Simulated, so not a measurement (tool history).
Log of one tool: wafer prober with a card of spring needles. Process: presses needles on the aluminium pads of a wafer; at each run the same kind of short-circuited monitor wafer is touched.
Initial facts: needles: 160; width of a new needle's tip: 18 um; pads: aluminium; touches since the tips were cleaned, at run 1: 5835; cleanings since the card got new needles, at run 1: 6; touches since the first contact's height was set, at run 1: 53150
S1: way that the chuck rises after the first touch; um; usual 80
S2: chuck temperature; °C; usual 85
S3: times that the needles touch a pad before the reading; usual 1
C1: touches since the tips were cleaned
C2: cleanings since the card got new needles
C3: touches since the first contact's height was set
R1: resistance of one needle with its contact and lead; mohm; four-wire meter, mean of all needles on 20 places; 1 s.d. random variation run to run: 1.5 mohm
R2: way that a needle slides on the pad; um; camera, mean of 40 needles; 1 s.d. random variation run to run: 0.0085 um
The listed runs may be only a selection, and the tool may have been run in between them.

{"run": 1, "hour": 0.0, "S1": 80, "S2": 85, "S3": 1, "C1": 5835, "C2": 6, "C3": 53150, "R1": 135, "R2": 17.771}
{"hour": 2.7, "done": "tips cleaned on abrasive film"}
{"hour": 12.5, "done": "tips cleaned on abrasive film"}
{"run": 2, "hour": 12.6, "S1": 80, "S2": 85, "S3": 1, "C1": 66, "C2": 8, "C3": 61953, "R1": 137, "R2": 17.794}
{"hour": 23.2, "done": "tips cleaned on abrasive film"}
{"run": 3, "hour": 31.6, "S1": 80, "S2": 85, "S3": 1, "C1": 5993, "C2": 9, "C3": 75414, "R1": 136, "R2": 17.825}
{"hour": 34.8, "done": "tips cleaned on abrasive film"}
{"hour": 42.5, "done": "height of the first contact set anew"}
{"hour": 46.3, "done": "tips cleaned on abrasive film"}
{"run": 4, "hour": 53.5, "S1": 80, "S2": 85, "S3": 1, "C1": 5116, "C2": 11, "C3": 7780, "R1": 135, "R2": 17.857}
{"hour": 57.0, "done": "tips cleaned on abrasive film"}
{"run": 5, "hour": 64.3, "S1": 69, "S2": 85, "S3": 1, "C1": 5184, "C2": 12, "C3": 15373, "R1": 138, "R2": 15.402}
{"hour": 67.4, "done": "tips cleaned on abrasive film"}
{"hour": 77.7, "done": "tips cleaned on abrasive film"}
{"run": 6, "hour": 81.8, "S1": 69, "S2": 85, "S3": 1, "C1": 2915, "C2": 14, "C3": 27689, "R1": 141, "R2": 15.425}
{"hour": 87.7, "done": "tips cleaned on abrasive film"}
{"run": 7, "hour": 93.6, "S1": 75, "S2": 85, "S3": 1, "C1": 4141, "C2": 15, "C3": 35938, "R1": 137, "R2": 16.762}
{"hour": 98.1, "done": "tips cleaned on abrasive film"}
{"hour": 109.7, "done": "tips cleaned on abrasive film"}
{"run": 8, "hour": 111.9, "S1": 70, "S2": 85, "S3": 1, "C1": 1511, "C2": 17, "C3": 48795, "R1": 138, "R2": 15.652}
{"hour": 120.0, "done": "tips cleaned on abrasive film"}
{"hour": 130.1, "done": "tips cleaned on abrasive film"}
{"run": 9, "hour": 130.1, "S1": 70, "S2": 85, "S3": 1, "C1": 45, "C2": 19, "C3": 61641, "R1": 137, "R2": 15.663}
{"hour": 140.5, "done": "tips cleaned on abrasive film"}
{"run": 10, "hour": 145.0, "S1": 80, "S2": 104, "S3": 1, "C1": 3176, "C2": 20, "C3": 72084, "R1": 138, "R2": 17.935}
{"hour": 151.7, "done": "tips cleaned on abrasive film"}
{"hour": 158.9, "done": "height of the first contact set anew"}
{"run": 11, "hour": 158.9, "S1": 80, "S2": 104, "S3": 1, "C1": 4919, "C2": 21, "C3": 0, "R1": 139, "R2": 17.957}
{"hour": 162.5, "done": "tips cleaned on abrasive film"}
{"hour": 172.9, "done": "tips cleaned on abrasive film"}
{"run": 12, "hour": 176.1, "S1": 80, "S2": 104, "S3": 1, "C1": 2323, "C2": 23, "C3": 12093, "R1": 140, "R2": 17.968}
{"hour": 183.0, "done": "tips cleaned on abrasive film"}
{"run": 13, "hour": 189.3, "S1": 80, "S2": 49, "S3": 1, "C1": 4482, "C2": 24, "C3": 21380, "R1": 131, "R2": 17.97}
{"hour": 193.2, "done": "tips cleaned on abrasive film"}
{"run": 14, "hour": 201.2, "S1": 80, "S2": 49, "S3": 1, "C1": 5633, "C2": 25, "C3": 29730, "R1": 133, "R2": 17.996}
{"hour": 203.6, "done": "tips cleaned on abrasive film"}
{"hour": 213.6, "done": "tips cleaned on abrasive film"}
{"run": 15, "hour": 214.0, "S1": 80, "S2": 49, "S3": 1, "C1": 304, "C2": 27, "C3": 38694, "R1": 131, "R2": 18.012}
{"hour": 223.6, "done": "tips cleaned on abrasive film"}
{"run": 16, "hour": 225.8, "S1": 80, "S2": 49, "S3": 1, "C1": 1558, "C2": 28, "C3": 47030, "R1": 132, "R2": 18.016}
{"hour": 234.5, "done": "tips cleaned on abrasive film"}
{"run": 17, "hour": 237.4, "S1": 70, "S2": 27, "S3": 3, "C1": 2022, "C2": 29, "C3": 55155, "R1": 128, "R2": 15.786}
{"hour": 245.9, "done": "tips cleaned on abrasive film"}
{"run": 18, "hour": 250.3, "S1": 80, "S2": 27, "S3": 2, "C1": 3106, "C2": 30, "C3": 64272, "R1": 127, "R2": 18.043}
{"hour": 256.8, "done": "tips cleaned on abrasive film"}
{"hour": 267.6, "done": "tips cleaned on abrasive film"}
{"run": 19, "hour": 273.3, "S1": 80, "S2": 27, "S3": 2, "C1": 3993, "C2": 32, "C3": 80443, "R1": 129, "R2": 18.062}
{"hour": 275.1, "done": "height of the first contact set anew"}
{"hour": 279.0, "done": "tips cleaned on abrasive film"}
{"run": 20, "hour": 283.3, "S1": 80, "S2": 27, "S3": 2, "C1": 3058, "C2": 33, "C3": 5783, "R1": 127, "R2": 18.085}
{"hour": 289.8, "done": "tips cleaned on abrasive film"}
{"run": 21, "hour": 296.3, "S1": 62, "S2": 85, "S3": 1, "C1": 4627, "C2": 34, "C3": 14946, "R1": 143, "R2": 14.023}
{"hour": 300.2, "done": "tips cleaned on abrasive film"}
{"hour": 310.6, "done": "tips cleaned on abrasive film"}
{"run": 22, "hour": 312.5, "S1": 75, "S2": 33, "S3": 1, "C1": 1313, "C2": 36, "C3": 26260, "R1": 128, "R2": 16.993}
{"hour": 322.0, "done": "tips cleaned on abrasive film"}
{"hour": 332.0, "done": "tips cleaned on abrasive film"}
{"run": 23, "hour": 333.7, "S1": 98, "S2": 37, "S3": 1, "C1": 1262, "C2": 38, "C3": 41233, "R1": 126, "R2": 22.219}
{"hour": 342.3, "done": "tips cleaned on abrasive film"}
{"run": 24, "hour": 350.3, "S1": 91, "S2": 85, "S3": 2, "C1": 5638, "C2": 39, "C3": 52885, "R1": 134, "R2": 20.646}
{"hour": 352.4, "done": "tips cleaned on abrasive film"}
{"hour": 362.0, "done": "tips cleaned on abrasive film"}
{"run": 25, "hour": 367.9, "S1": 80, "S2": 115, "S3": 1, "C1": 4194, "C2": 41, "C3": 65303, "R1": 141, "R2": 18.156}
{"hour": 372.6, "done": "tips cleaned on abrasive film"}
{"hour": 383.9, "done": "tips cleaned on abrasive film"}
{"hour": 391.1, "done": "height of the first contact set anew"}
{"run": 26, "hour": 391.1, "S1": 81, "S2": 42, "S3": 3, "C1": 4917, "C2": 43, "C3": 0, "R1": 130, "R2": 18.425}
{"hour": 394.5, "done": "tips cleaned on abrasive film"}
{"hour": 404.6, "done": "tips cleaned on abrasive film"}
{"run": 27, "hour": 411.9, "S1": 81, "S2": 42, "S3": 3, "C1": 5200, "C2": 45, "C3": 14618, "R1": 131, "R2": 18.454}
{"hour": 414.7, "done": "tips cleaned on abrasive film"}
{"run": 28, "hour": 423.8, "S1": 81, "S2": 42, "S3": 3, "C1": 6410, "C2": 46, "C3": 22966, "R1": 130, "R2": 18.454}
{"hour": 425.6, "done": "tips cleaned on abrasive film"}
{"hour": 435.5, "done": "tips cleaned on abrasive film"}
{"run": 29, "hour": 437.8, "S1": 83, "S2": 42, "S3": 2, "C1": 1640, "C2": 48, "C3": 32786, "R1": 127, "R2": 18.937}
{"hour": 446.9, "done": "tips cleaned on abrasive film"}
{"run": 30, "hour": 451.4, "S1": 80, "S2": 94, "S3": 2, "C1": 3240, "C2": 49, "C3": 42417, "R1": 137, "R2": 18.253}
{"hour": 456.5, "done": "tips cleaned on abrasive film"}
{"hour": 466.4, "done": "tips cleaned on abrasive film"}
{"run": 31, "hour": 466.7, "S1": 100, "S2": 32, "S3": 1, "C1": 208, "C2": 51, "C3": 53079, "R1": 127, "R2": 22.85}
{"hour": 477.4, "done": "gauge calibrated"}
{"hour": 477.5, "done": "tips cleaned on abrasive film"}
{"run": 32, "hour": 480.7, "S1": 80, "S2": 53, "S3": 1, "C1": 2314, "C2": 52, "C3": 63016, "R1": 129, "R2": 17.798}

Alternative continuations, all from the tool just after run 32; predict every row:
{"hour": 488.8, "done": "tips cleaned on abrasive film"}
{"run": "A", "hour": 491.2, "S1": 73, "S2": 53, "S3": 2, "C1": 1693, "C2": 53, "C3": 70338, "R1": "?", "R2": "?"}
{"hour": 488.8, "done": "tips cleaned on abrasive film"}
{"run": "B", "hour": 491.2, "S1": 80, "S2": 37, "S3": 3, "C1": 1693, "C2": 53, "C3": 70338, "R1": "?", "R2": "?"}
{"hour": 488.8, "done": "tips cleaned on abrasive film"}
{"run": "C", "hour": 491.2, "S1": 80, "S2": 63, "S3": 1, "C1": 1693, "C2": 53, "C3": 70338, "R1": "?", "R2": "?"}

run=A R1=134 R2=16.241
run=B R1=129 R2=17.802
run=C R1=133 R2=17.807
What these runs would have given with no unlogged condition in the tool:
run=A R1=134 R2=16.23
run=B R1=129 R2=17.79
run=C R1=132 R2=17.795
